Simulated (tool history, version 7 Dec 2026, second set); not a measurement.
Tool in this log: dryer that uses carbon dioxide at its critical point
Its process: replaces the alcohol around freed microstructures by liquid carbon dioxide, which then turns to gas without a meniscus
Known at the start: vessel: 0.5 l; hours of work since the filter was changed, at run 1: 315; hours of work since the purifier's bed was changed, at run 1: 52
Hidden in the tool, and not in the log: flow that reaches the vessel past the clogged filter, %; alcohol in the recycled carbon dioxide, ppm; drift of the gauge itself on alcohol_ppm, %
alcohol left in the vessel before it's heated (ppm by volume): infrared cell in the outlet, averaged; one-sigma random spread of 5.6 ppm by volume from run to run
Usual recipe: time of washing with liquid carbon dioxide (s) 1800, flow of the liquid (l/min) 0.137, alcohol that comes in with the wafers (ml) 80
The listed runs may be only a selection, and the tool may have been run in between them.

| run | hour | time of washing with liquid carbon dioxide (s) | flow of the liquid (l/min) | alcohol that comes in with the wafers (ml) | hours of work since the filter was changed | hours of work since the purifier's bed was changed | alcohol left in the vessel before it's heated (ppm by volume) |
|---|---|---|---|---|---|---|---|
| 1 | 0 | 1800 | 0.137 | 80 | 315 | 52 | 316 |
| 2 | 18.3 | 1800 | 0.137 | 80 | 323 | 60 | 305 |
| 3 | 38.4 | 1800 | 0.137 | 20 | 332 | 69 | 104 |
| 4 | 61.8 | 1800 | 0.137 | 31 | 343 | 80 | 150 |
| 5 | 89.2 | 1800 | 0.137 | 31 | 355 | 92 | 157 |
| 6 | 113.3 | 1800 | 0.137 | 31 | 366 | 103 | 152 |
| 7 | 139.3 | 1800 | 0.161 | 80 | 378 | 115 | 137 |
| 8 | 151.1 | 1800 | 0.161 | 93 | 383 | 120 | 149 |
| 9 | 171.5 | 1860 | 0.137 | 80 | 393 | 129 | 324 |
| 10 | 184.1 | 1140 | 0.138 | 78 | 398 | 135 | 3131 |
| 11 | 196.8 | 2400 | 0.095 | 51 | 404 | 141 | 430 |
| 12 | 222.2 | 1740 | 0.095 | 42 | 415 | 152 | 1552 |
| 13 | 238.5 | 2340 | 0.095 | 89 | 423 | 160 | 851 |
| 14 | 263.9 | 1800 | 0.137 | 104 | 434 | 171 | 511 |
| 15 | 278.9 | 1800 | 0.137 | 104 | 441 | 178 | 504 |
| 16 | 305.4 | 2700 | 0.132 | 70 | 453 | 190 | 69 |
| 17 | 325 | 1800 | 0.165 | 58 | 462 | 199 | 131 |
| 18 | 349.4 | 1860 | 0.137 | 26 | 473 | 210 | 160 |

Table of differences, measured result less the result of that run with no hidden state. Run-to-run variation is the same in both. Gauge scatter possibly is not:
| run | alcohol left in the vessel before it's heated (ppm by volume) |
|---|---|
| 1 | +145 |
| 2 | +151 |
| 3 | +51 |
| 4 | +78 |
| 5 | +84 |
| 6 | +86 |
| 7 | +89 |
| 8 | +98 |
| 9 | +185 |
| 10 | +1229 |
| 11 | +233 |
| 12 | +653 |
| 13 | +451 |
| 14 | +305 |
| 15 | +308 |
| 16 | +60 |
| 17 | +94 |
| 18 | +110 |
